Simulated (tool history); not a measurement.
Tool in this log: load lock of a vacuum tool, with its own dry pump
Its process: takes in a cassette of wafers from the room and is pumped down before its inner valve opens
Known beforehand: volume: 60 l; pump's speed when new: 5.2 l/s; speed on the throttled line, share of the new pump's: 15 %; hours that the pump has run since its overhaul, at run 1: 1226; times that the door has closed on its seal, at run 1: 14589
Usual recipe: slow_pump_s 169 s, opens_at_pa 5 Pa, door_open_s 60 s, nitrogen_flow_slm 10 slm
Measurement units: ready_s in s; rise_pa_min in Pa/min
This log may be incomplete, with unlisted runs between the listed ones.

run	hour	slow_pump_s	opens_at_pa	door_open_s	nitrogen_flow_slm	hours that the pump has run since its overhaul	times that the door has closed on its seal	incoming humidity of the room's air, %	ready_s	rise_pa_min
1	0.0	169	5	60	10	1226	14589	42.5	259.9	0.105
2	370.8	169	5	60	10	1597	15579	42.2	261.2	0.120
3	784.3	169	5	60	10	2010	16682	43.3	263.0	0.122
4	976.5	169	4	60	10	2203	17196	41.3	263.4	0.129
5	1246.9	169	4	60	10	2473	17917	42.3	269.1	0.134
6	1647.9	278	4	60	10	2874	18988	44.2	358.9	0.141
7	1989.6	278	4	60	10	3216	19900	45.7	356.7	0.149
8	2345.4	278	4	60	10	3571	20850	42.3	358.8	0.157
9	2669.6	169	5	46	10	3896	21715	42.3	262.9	0.163
10	3030.5	169	5	46	10	4256	22679	44.9	265.3	0.171
11	3221.5	159	7	25	34	4447	23188	42.0	248.1	0.161
12	3455.2	217	7	63	16	4681	23812	46.4	302.2	0.191
13	3779.9	169	4	108	25	5006	24679	46.7	267.1	0.202
14	3978.9	317	9	228	39	5205	25210	45.7	382.0	0.225
15	4163.7	176	8	60	10	5390	25704	48.0	265.6	0.202
16	4413.1	176	5	60	10	5639	26370	46.4	270.1	0.209
17	4794.1	176	5	60	10	6020	27387	45.5	272.6	0.227
18	5156.6	176	5	60	6	6383	28354	47.6	276.1	0.239
19	5549.8	171	4	60	44	6776	29404	45.8	273.1	0.234

Branching from run 19: 4 alternative next runs. What would each branch give?
A	5880.5	131	5	25	17	7106	30287	43.9	?	?
B	5880.5	171	4	60	5	7106	30287	43.8	?	?
C	5880.5	169	8	60	10	7106	30287	45.1	?	?
D	5880.5	171	7	69	6	7106	30287	44.4	?	?

run	ready_s	rise_pa_min
A	237.2	0.228
B	273.4	0.263
C	261.9	0.261
D	265.1	0.266
With the hidden condition removed and each run's random variation left untouched, the same runs would have given:
run	ready_s	rise_pa_min
A	227.6	0.012
B	263.7	0.044
C	253.4	0.038
D	256.5	0.044
